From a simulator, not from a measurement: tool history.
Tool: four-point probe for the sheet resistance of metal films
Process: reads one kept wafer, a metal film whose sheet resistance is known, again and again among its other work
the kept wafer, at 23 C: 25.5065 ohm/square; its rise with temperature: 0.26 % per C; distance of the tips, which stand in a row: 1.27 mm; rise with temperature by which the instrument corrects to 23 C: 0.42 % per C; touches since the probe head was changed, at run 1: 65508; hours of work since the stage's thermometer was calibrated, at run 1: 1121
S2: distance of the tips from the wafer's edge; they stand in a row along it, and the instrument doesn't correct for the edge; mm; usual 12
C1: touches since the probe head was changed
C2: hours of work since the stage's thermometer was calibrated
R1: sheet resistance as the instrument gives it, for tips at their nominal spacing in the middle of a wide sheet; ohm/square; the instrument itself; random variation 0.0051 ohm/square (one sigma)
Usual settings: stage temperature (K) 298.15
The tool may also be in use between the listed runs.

{"run": 1, "day": 0.0, "stage temperature (K)": 298.15, "S2": 12, "C1": 65508, "C2": 1121, "R1": 25.577405}
{"run": 2, "day": 1.596, "stage temperature (K)": 298.15, "S2": 12, "C1": 67088, "C2": 1148, "R1": 25.575844}
{"run": 3, "day": 2.612, "stage temperature (K)": 298.15, "S2": 12, "C1": 68092, "C2": 1165, "R1": 25.577375}
{"run": 4, "day": 4.4, "stage temperature (K)": 298.15, "S2": 12, "C1": 69859, "C2": 1196, "R1": 25.574897}
{"run": 5, "day": 6.046, "stage temperature (K)": 298.15, "S2": 12, "C1": 71488, "C2": 1223, "R1": 25.575373}
{"run": 6, "day": 7.471, "stage temperature (K)": 298.15, "S2": 4, "C1": 72897, "C2": 1248, "R1": 26.728656}
{"run": 7, "day": 9.05, "stage temperature (K)": 298.15, "S2": 4, "C1": 74456, "C2": 1274, "R1": 26.736631}
{"run": 8, "day": 10.367, "stage temperature (K)": 298.15, "S2": 19, "C1": 75758, "C2": 1296, "R1": 25.491271}
{"run": 9, "day": 11.962, "stage temperature (K)": 298.15, "S2": 19, "C1": 77339, "C2": 1324, "R1": 25.48407}
{"run": 10, "day": 13.429, "stage temperature (K)": 298.15, "S2": 14, "C1": 78787, "C2": 1348, "R1": 25.534723}
{"run": 11, "day": 14.733, "stage temperature (K)": 292.15, "S2": 15, "C1": 80080, "C2": 1370, "R1": 25.777908}
{"run": 12, "day": 15.779, "stage temperature (K)": 292.15, "S2": 15, "C1": 81113, "C2": 1388, "R1": 25.773417}
{"run": 13, "day": 17.425, "stage temperature (K)": 300.15, "S2": 5, "C1": 82741, "C2": 1416, "R1": 26.199504}
{"run": 14, "day": 18.846, "stage temperature (K)": 300.15, "S2": 5, "C1": 84144, "C2": 1440, "R1": 26.191579}
{"run": 15, "day": 20.508, "stage temperature (K)": 300.15, "S2": 5, "C1": 85791, "C2": 1468, "R1": 26.196625}
{"run": 16, "day": 22.317, "stage temperature (K)": 292.15, "S2": 18, "C1": 87578, "C2": 1499, "R1": 25.750635}

Forecast each of these 5 alternatives for the next run:
{"run": "A", "day": 23.083, "stage temperature (K)": 292.15, "S2": 42, "C1": 88336, "C2": 1512, "R1": "?"}
{"run": "B", "day": 23.083, "stage temperature (K)": 293.15, "S2": 13, "C1": 88336, "C2": 1512, "R1": "?"}
{"run": "C", "day": 23.083, "stage temperature (K)": 297.15, "S2": 4, "C1": 88336, "C2": 1512, "R1": "?"}
{"run": "D", "day": 23.083, "stage temperature (K)": 298.15, "S2": 6, "C1": 88336, "C2": 1512, "R1": "?"}
{"run": "E", "day": 23.083, "stage temperature (K)": 292.15, "S2": 11, "C1": 88336, "C2": 1512, "R1": "?"}

run=A R1=25.688901
run=B R1=25.755733
run=C R1=26.768257
run=D R1=26.024915
run=E R1=25.856586
Without the tool's hidden state the same runs would have given:
run=A R1=25.689586
run=B R1=25.75642
run=C R1=26.768972
run=D R1=26.025615
run=E R1=25.857274

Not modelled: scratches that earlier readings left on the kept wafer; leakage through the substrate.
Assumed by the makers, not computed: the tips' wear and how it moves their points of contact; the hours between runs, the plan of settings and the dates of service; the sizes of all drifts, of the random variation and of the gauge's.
